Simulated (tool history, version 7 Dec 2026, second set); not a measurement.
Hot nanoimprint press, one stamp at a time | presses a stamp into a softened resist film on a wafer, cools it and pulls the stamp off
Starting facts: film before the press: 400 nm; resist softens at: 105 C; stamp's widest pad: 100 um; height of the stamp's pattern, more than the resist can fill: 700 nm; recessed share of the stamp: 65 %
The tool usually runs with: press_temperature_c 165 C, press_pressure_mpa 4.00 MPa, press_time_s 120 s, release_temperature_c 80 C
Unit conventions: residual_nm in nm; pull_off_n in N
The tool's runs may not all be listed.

Run 1, hour 0.0: usual settings. Result: residual_nm 234.6 nm, pull_off_n 210 N.
Run 2, hour 12.0: usual settings. Result: residual_nm 232.5 nm, pull_off_n 206 N.
Run 3, hour 17.7: usual settings but press_temperature_c 155 C. Result: residual_nm 315.0 nm, pull_off_n 219 N.
Run 4, hour 30.5: usual settings but press_time_s 146 s. Result: residual_nm 218.1 nm, pull_off_n 201 N.
Run 5, hour 38.7: usual settings but press_time_s 92 s. Result: residual_nm 257.3 nm, pull_off_n 210 N.
Run 6, hour 48.6: usual settings but press_time_s 92 s. Result: residual_nm 253.6 nm, pull_off_n 226 N.
Run 7, hour 54.1: usual settings but press_time_s 92 s, release_temperature_c 69 C. Result: residual_nm 251.7 nm, pull_off_n 288 N.
Run 8, hour 64.0: usual settings. Result: residual_nm 235.5 nm, pull_off_n 217 N.
Run 9, hour 71.1: usual settings. Result: residual_nm 231.9 nm, pull_off_n 227 N.
At hour 75.2: plate thermocouple calibrated.
Run 10, hour 85.8: usual settings but press_time_s 221 s. Result: residual_nm 174.9 nm, pull_off_n 221 N.
Run 11, hour 95.8: usual settings but release_temperature_c 69 C. Result: residual_nm 222.7 nm, pull_off_n 285 N.
Run 12, hour 102.4: usual settings. Result: residual_nm 222.9 nm, pull_off_n 220 N.
Run 13, hour 115.0: usual settings but release_temperature_c 67 C. Result: residual_nm 224.2 nm, pull_off_n 299 N.
Run 14, hour 127.4: usual settings but release_temperature_c 67 C. Result: residual_nm 223.0 nm, pull_off_n 298 N.
Run 15, hour 134.0: usual settings but release_temperature_c 67 C. Result: residual_nm 221.2 nm, pull_off_n 295 N.
Run 16, hour 146.8: usual settings but release_temperature_c 87 C. Result: residual_nm 224.4 nm, pull_off_n 193 N.
Run 17, hour 157.9: usual settings but press_pressure_mpa 3.29 MPa, release_temperature_c 73 C. Result: residual_nm 240.2 nm, pull_off_n 283 N.
Run 18, hour 168.0: usual settings but press_pressure_mpa 3.29 MPa, release_temperature_c 73 C. Result: residual_nm 236.7 nm, pull_off_n 282 N.
Run 19, hour 175.9: usual settings but press_temperature_c 175 C, press_pressure_mpa 3.29 MPa, press_time_s 67 s, release_temperature_c 73 C. Result: residual_nm 209.5 nm, pull_off_n 271 N.
Run 20, hour 187.7: usual settings but press_temperature_c 167 C, press_pressure_mpa 3.29 MPa, press_time_s 173 s, release_temperature_c 81 C. Result: residual_nm 195.0 nm, pull_off_n 233 N.
Run 21, hour 193.3: usual settings but press_temperature_c 167 C, press_pressure_mpa 3.29 MPa, press_time_s 64 s, release_temperature_c 86 C. Result: residual_nm 269.4 nm, pull_off_n 199 N.
Run 22, hour 199.0: usual settings but press_temperature_c 167 C, press_pressure_mpa 3.29 MPa, press_time_s 64 s, release_temperature_c 86 C. Result: residual_nm 268.5 nm, pull_off_n 198 N.
Run 23, hour 206.1: usual settings but press_temperature_c 157 C. Result: residual_nm 290.3 nm, pull_off_n 240 N.
Run 24, hour 215.4: usual settings but press_temperature_c 157 C. Result: residual_nm 293.1 nm, pull_off_n 247 N.

Run 25 is up next; what results do you expect?
Run 25, hour 228.2: usual settings but press_temperature_c 157 C. Result: residual_nm ?, pull_off_n ?.

{"run 25": {"residual_nm": 286.9, "pull_off_n": 251}}
Take away the tool's hidden state, keep the run-to-run variation as it was, and the same run would have given residual_nm 285.1 nm, pull_off_n 169 N.

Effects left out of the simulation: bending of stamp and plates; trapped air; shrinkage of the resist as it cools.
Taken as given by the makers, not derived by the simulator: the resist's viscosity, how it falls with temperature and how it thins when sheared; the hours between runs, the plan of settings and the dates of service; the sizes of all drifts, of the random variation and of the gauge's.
